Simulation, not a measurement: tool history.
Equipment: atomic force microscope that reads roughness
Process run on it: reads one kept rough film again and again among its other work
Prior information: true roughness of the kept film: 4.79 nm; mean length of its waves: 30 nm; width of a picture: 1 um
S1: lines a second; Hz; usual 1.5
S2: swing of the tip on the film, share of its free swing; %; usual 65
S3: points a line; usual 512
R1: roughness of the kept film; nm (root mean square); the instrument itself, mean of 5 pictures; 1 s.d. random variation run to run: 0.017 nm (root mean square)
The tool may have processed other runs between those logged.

run	hour	S1	S2	S3	R1
1	0	1.5	65	512	3.278
# hour 10.7: new tip fitted
2	12.6	1.5	66	512	4.012
3	31.3	1.5	66	512	3.759
4	40.2	1.5	66	512	3.685
5	57.3	2.6	66	512	3.291
6	73.8	1.5	65	512	3.322
7	81.8	1.5	65	512	3.246
8	93.3	1.5	65	512	3.141
# hour 95.4: new tip fitted
9	106.3	1.5	65	512	3.847
10	115.5	1.5	76	512	3.512
11	124.1	1.5	76	626	3.452
12	137.7	1.5	65	512	3.499
13	151.4	1.5	65	512	3.338
14	159.6	1.5	65	467	3.295
15	172.5	1.5	65	467	3.185
# hour 179.2: new tip fitted
16	185.4	1.5	65	467	3.892
17	194.6	1.5	65	621	3.775
18	211.5	1.5	65	621	3.556
19	229.5	1.5	65	512	3.411
20	244.3	1.5	65	512	3.279
21	259.4	1.5	65	512	3.143
# hour 264.1: new tip fitted
22	278.5	1.5	65	512	3.788
23	292.6	1.5	65	512	3.647
24	305.6	1.5	65	512	3.494
25	317.7	1.5	65	512	3.352
26	325.6	1.5	65	512	3.308
27	342.8	1.5	75	872	3.045
# hour 349: new tip fitted
28	354.6	0.59	66	388	4.033
29	365.8	1.9	66	470	3.688
30	382.6	1.9	66	470	3.517
31	394.8	0.57	78	549	3.522
# hour 397: height scale calibrated on a step standard
32	412.1	0.57	78	549	3.361
33	420.9	0.57	78	549	3.248
# hour 433.3: new tip fitted
34	439.1	1.5	65	863	3.887
35	455.1	0.91	65	863	3.813
36	466.4	0.91	65	863	3.686
37	484.2	1.48	76	512	3.232
38	501.5	1.48	76	512	3.064
# hour 505.6: height scale calibrated on a step standard, once more
39	516.5	1.43	65	824	3.219
# hour 518.6: new tip fitted
40	532.1	1.5	76	512	3.658
41	547	0.96	87	323	3.44
42	558.7	0.67	67	777	3.63
43	571.1	3.09	66	398	3.155
44	585.6	0.58	86	465	3.241
45	599	1.5	87	512	2.781
# hour 603.1: new tip fitted
46	617.2	2.78	87	408	2.885
47	632.7	2.77	61	992	3.504
48	643.2	1.93	85	425	2.946
49	655.5	1.93	85	425	2.887

Selected run-to-run steps in R1, each split into two signed amounts: the part the tool would show with no hidden state at all (from settings, incoming material and random variation), and the remainder, which goes to the hidden state together with any gauge scatter not common to the measured and the hidden-state-free results:
The tool's hidden condition here consists of: radius of the tip, nm; height scale over the true one, %; drift of the gauge itself on roughness_nm, %.
Run 1 -> 2: S2 65 -> 66, new tip fitted. R1 +0.734 nm (root mean square): hidden state +0.698, all else +0.036.
Run 15 -> 16: new tip fitted. R1 +0.707 nm (root mean square): hidden state +0.713, all else -0.006.
Run 27 -> 28: S1 1.5 -> 0.59, S2 75 -> 66, S3 872 -> 388, new tip fitted. R1 +0.988 nm (root mean square): hidden state +0.698, all else +0.29.
